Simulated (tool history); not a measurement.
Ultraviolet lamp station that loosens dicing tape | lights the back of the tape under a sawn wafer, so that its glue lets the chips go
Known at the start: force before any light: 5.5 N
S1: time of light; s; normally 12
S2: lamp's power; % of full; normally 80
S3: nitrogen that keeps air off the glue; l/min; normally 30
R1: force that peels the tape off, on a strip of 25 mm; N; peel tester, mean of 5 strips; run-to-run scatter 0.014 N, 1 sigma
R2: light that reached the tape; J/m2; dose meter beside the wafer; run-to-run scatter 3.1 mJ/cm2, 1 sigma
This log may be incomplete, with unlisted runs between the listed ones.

run   hour  S1  S2  S3     R1    R2
  1      0  12  80  30  0.774  4100
  2   10.2  12  80  30  0.806  4150
  3   29.2  12  80  39  0.717  4110
  4   44.7  11  80  30  1.005  3680
  5   63.7  12  80  30  0.855  4010
  6   80.4  12  80  15  1.235  4050
  7   93.5  12  80  30  0.844  4000
  8  108.2  12  80  30  0.835  3960
  9  120.6   6  76  19  2.529  1910
 10  139.1   8  67  10  2.703  2210
 11  156.7   8  67  10  2.727  2200
 12    177   7  99  57  1.101  2840
 13  188.2  21  70  16  0.619  5940
 14    201  21  70  16  0.615  5960
 15  211.2  12  85  35  0.729  4090
 16    221  16  85  35  0.419  5490

Here are 4 independent what-if runs from the current tool condition. What would each one return?
  A   237  10  71  30   ?   ?
  B   237   9  99  16   ?   ?
  C   237  16  91  26   ?   ?
  D   237   7  68  11   ?   ?

run     R1    R2
  A  1.403  2830
  B  1.407  3530
  C  0.456  5730
  D  2.947  1910
The same runs, with their run-to-run variation unchanged, on a tool lacking any hidden condition would have given:
run     R1    R2
  A  1.064  3440
  B  1.067  4290
  C  0.309  6960
  D  2.569  2320
